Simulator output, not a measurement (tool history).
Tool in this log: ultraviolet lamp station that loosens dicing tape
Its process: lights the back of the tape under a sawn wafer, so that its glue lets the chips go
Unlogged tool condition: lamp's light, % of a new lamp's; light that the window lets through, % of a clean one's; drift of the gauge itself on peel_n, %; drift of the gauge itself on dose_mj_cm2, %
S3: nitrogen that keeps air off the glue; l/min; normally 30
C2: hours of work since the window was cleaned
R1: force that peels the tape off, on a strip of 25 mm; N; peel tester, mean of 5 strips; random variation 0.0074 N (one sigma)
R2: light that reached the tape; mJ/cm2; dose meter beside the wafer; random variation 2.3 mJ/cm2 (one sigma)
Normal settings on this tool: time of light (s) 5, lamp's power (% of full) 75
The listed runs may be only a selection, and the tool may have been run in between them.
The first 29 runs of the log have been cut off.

{"run": 30, "hour": 1377.0, "time of light (s)": 7, "lamp's power (% of full)": 92, "S3": 52, "hours of work of the lamp": 668, "C2": 305, "R1": 0.18, "R2": 274}
{"run": 31, "hour": 1442.3, "time of light (s)": 5, "lamp's power (% of full)": 82, "S3": 30, "hours of work of the lamp": 696, "C2": 332, "R1": 0.45, "R2": 171}
{"run": 32, "hour": 1501.2, "time of light (s)": 3, "lamp's power (% of full)": 75, "S3": 14, "hours of work of the lamp": 720, "C2": 356, "R1": 1.805, "R2": 92}
{"run": 33, "hour": 1536.8, "time of light (s)": 9, "lamp's power (% of full)": 75, "S3": 45, "hours of work of the lamp": 735, "C2": 371, "R1": 0.167, "R2": 267}
{"run": 34, "hour": 1570.3, "time of light (s)": 9, "lamp's power (% of full)": 75, "S3": 45, "hours of work of the lamp": 749, "C2": 385, "R1": 0.194, "R2": 270}
{"run": 35, "hour": 1614.5, "time of light (s)": 7, "lamp's power (% of full)": 90, "S3": 57, "hours of work of the lamp": 767, "C2": 403, "R1": 0.176, "R2": 249}
{"run": 36, "hour": 1658.0, "time of light (s)": 7, "lamp's power (% of full)": 90, "S3": 57, "hours of work of the lamp": 785, "C2": 422, "R1": 0.186, "R2": 247}
{"run": 37, "hour": 1688.4, "time of light (s)": 7, "lamp's power (% of full)": 90, "S3": 57, "hours of work of the lamp": 798, "C2": 434, "R1": 0.191, "R2": 236}
{"run": 38, "hour": 1733.4, "time of light (s)": 7, "lamp's power (% of full)": 75, "S3": 16, "hours of work of the lamp": 817, "C2": 453, "R1": 0.55, "R2": 197}
{"run": 39, "hour": 1775.6, "time of light (s)": 5, "lamp's power (% of full)": 71, "S3": 12, "hours of work of the lamp": 834, "C2": 471, "R1": 1.331, "R2": 130}
{"hour": 1784.7, "done": "window cleaned of glue's vapour"}
{"run": 40, "hour": 1830.8, "time of light (s)": 5, "lamp's power (% of full)": 69, "S3": 30, "hours of work of the lamp": 857, "C2": 19, "R1": 0.549, "R2": 151}
{"run": 41, "hour": 1893.3, "time of light (s)": 5, "lamp's power (% of full)": 66, "S3": 22, "hours of work of the lamp": 883, "C2": 45, "R1": 0.786, "R2": 142}
{"run": 42, "hour": 1920.8, "time of light (s)": 4, "lamp's power (% of full)": 64, "S3": 30, "hours of work of the lamp": 895, "C2": 57, "R1": 0.949, "R2": 105}
{"run": 43, "hour": 1974.5, "time of light (s)": 9, "lamp's power (% of full)": 99, "S3": 20, "hours of work of the lamp": 917, "C2": 79, "R1": 0.185, "R2": 373}

Predict each of these 3 candidate next runs independently; none follows another, all start after run 43:
{"run": "A", "hour": 2038.0, "time of light (s)": 5, "lamp's power (% of full)": 78, "S3": 28, "hours of work of the lamp": 943, "C2": 105, "R1": "?", "R2": "?"}
{"run": "B", "hour": 2038.0, "time of light (s)": 2, "lamp's power (% of full)": 76, "S3": 47, "hours of work of the lamp": 943, "C2": 105, "R1": "?", "R2": "?"}
{"run": "C", "hour": 2038.0, "time of light (s)": 7, "lamp's power (% of full)": 75, "S3": 30, "hours of work of the lamp": 943, "C2": 105, "R1": "?", "R2": "?"}

run=A R1=0.529 R2=160
run=B R1=1.564 R2=62
run=C R1=0.296 R2=217
With no hidden state in the tool, these same runs would have given:
run=A R1=0.27 R2=235
run=B R1=0.952 R2=90
run=C R1=0.186 R2=317

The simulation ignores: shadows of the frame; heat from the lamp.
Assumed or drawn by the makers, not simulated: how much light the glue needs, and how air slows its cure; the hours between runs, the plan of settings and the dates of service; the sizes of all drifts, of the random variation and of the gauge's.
